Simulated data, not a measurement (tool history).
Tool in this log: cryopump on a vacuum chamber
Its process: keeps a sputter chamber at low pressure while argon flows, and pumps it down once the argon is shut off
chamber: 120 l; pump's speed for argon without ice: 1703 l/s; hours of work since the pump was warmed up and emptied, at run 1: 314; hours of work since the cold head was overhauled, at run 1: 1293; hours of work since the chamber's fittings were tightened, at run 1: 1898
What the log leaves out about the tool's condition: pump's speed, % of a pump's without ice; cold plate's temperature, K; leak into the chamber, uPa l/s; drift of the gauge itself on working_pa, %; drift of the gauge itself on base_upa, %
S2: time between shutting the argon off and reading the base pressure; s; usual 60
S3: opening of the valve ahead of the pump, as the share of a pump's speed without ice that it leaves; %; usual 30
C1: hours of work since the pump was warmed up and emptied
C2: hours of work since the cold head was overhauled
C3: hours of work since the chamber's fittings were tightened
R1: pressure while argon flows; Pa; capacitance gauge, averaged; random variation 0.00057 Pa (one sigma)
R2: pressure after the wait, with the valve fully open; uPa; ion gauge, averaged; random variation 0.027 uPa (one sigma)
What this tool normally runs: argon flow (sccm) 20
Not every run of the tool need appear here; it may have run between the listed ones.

Run 1, day 0.000: usual settings; C1 314; C2 1293; C3 1898. Result: R1 0.0682 Pa, R2 2.00 uPa.
Run 2, day 3.542: usual settings but S2 34 s; C1 387; C2 1367; C3 1972. Result: R1 0.0678 Pa, R2 2.77 uPa.
Run 3, day 8.404: usual settings but S2 34 s, S3 16 %; C1 489; C2 1468; C3 2073. Result: R1 0.1257 Pa, R2 2.89 uPa.
Run 4, day 11.496: usual settings; C1 553; C2 1532; C3 2137. Result: R1 0.0693 Pa, R2 2.19 uPa.
Run 5, day 15.129: usual settings; C1 629; C2 1608; C3 2213. Result: R1 0.0689 Pa, R2 2.22 uPa.
Run 6, day 20.108: usual settings; C1 732; C2 1711; C3 2317. Result: R1 0.0706 Pa, R2 2.33 uPa.
Run 7, day 23.388: usual settings but S3 18 %; C1 801; C2 1780; C3 2385. Result: R1 0.1165 Pa, R2 2.34 uPa.
At day 25.983: pump warmed up, emptied and cooled again.
Run 8, day 28.279: usual settings but argon flow (sccm) 8, S3 18 %; C1 48; C2 1877; C3 2482. Result: R1 0.0438 Pa, R2 2.10 uPa.
Run 9, day 31.908: usual settings but argon flow (sccm) 9, S2 33 s, S3 16 %; C1 123; C2 1953; C3 2558. Result: R1 0.0552 Pa, R2 3.07 uPa.
Run 10, day 35.212: usual settings but argon flow (sccm) 11, S2 56 s; C1 192; C2 2022; C3 2627. Result: R1 0.0371 Pa, R2 2.28 uPa.
Run 11, day 40.312: usual settings but argon flow (sccm) 35, S3 28 %; C1 298; C2 2128; C3 2733. Result: R1 0.1266 Pa, R2 2.29 uPa.
Run 12, day 44.246: usual settings but argon flow (sccm) 28, S2 35 s, S3 42 %; C1 380; C2 2209; C3 2815. Result: R1 0.0698 Pa, R2 3.10 uPa.
Run 13, day 49.133: usual settings but argon flow (sccm) 10, S2 199 s, S3 16 %; C1 482; C2 2311; C3 2916. Result: R1 0.0638 Pa, R2 1.72 uPa.
Run 14, day 51.600: usual settings but argon flow (sccm) 10, S2 199 s, S3 16 %; C1 533; C2 2363; C3 2968. Result: R1 0.0638 Pa, R2 1.83 uPa.
Run 15, day 56.504: usual settings but argon flow (sccm) 10, S2 199 s, S3 22 %; C1 635; C2 2465; C3 3070. Result: R1 0.0462 Pa, R2 1.86 uPa.
At day 57.246: leaking fittings of the chamber tightened, without venting.
Run 16, day 61.192: usual settings but argon flow (sccm) 11, S2 50 s, S3 50 %; C1 731; C2 2560; C3 82. Result: R1 0.0237 Pa, R2 1.48 uPa.

Consider 3 possible next runs. They are alternatives, not a sequence: every one starts from the tool as it was left by run 16. What does each give?
Run A, day 65.175: usual settings but S3 60 %; C1 814; C2 2643; C3 165. Result: R1 ?, R2 ?.
Run B, day 65.175: usual settings but argon flow (sccm) 18, S3 38 %; C1 814; C2 2643; C3 165. Result: R1 ?, R2 ?.
Run C, day 65.175: usual settings but argon flow (sccm) 29, S2 111 s, S3 16 %; C1 814; C2 2643; C3 165. Result: R1 ?, R2 ?.

run      R1    R2
  A  0.0381  1.36
  B  0.0510  1.29
  C  0.1863  0.84
The same runs, with their run-to-run variation unchanged, on a tool lacking any hidden condition would have given:
run      R1    R2
  A  0.0333  1.22
  B  0.0467  1.16
  C  0.1794  0.71

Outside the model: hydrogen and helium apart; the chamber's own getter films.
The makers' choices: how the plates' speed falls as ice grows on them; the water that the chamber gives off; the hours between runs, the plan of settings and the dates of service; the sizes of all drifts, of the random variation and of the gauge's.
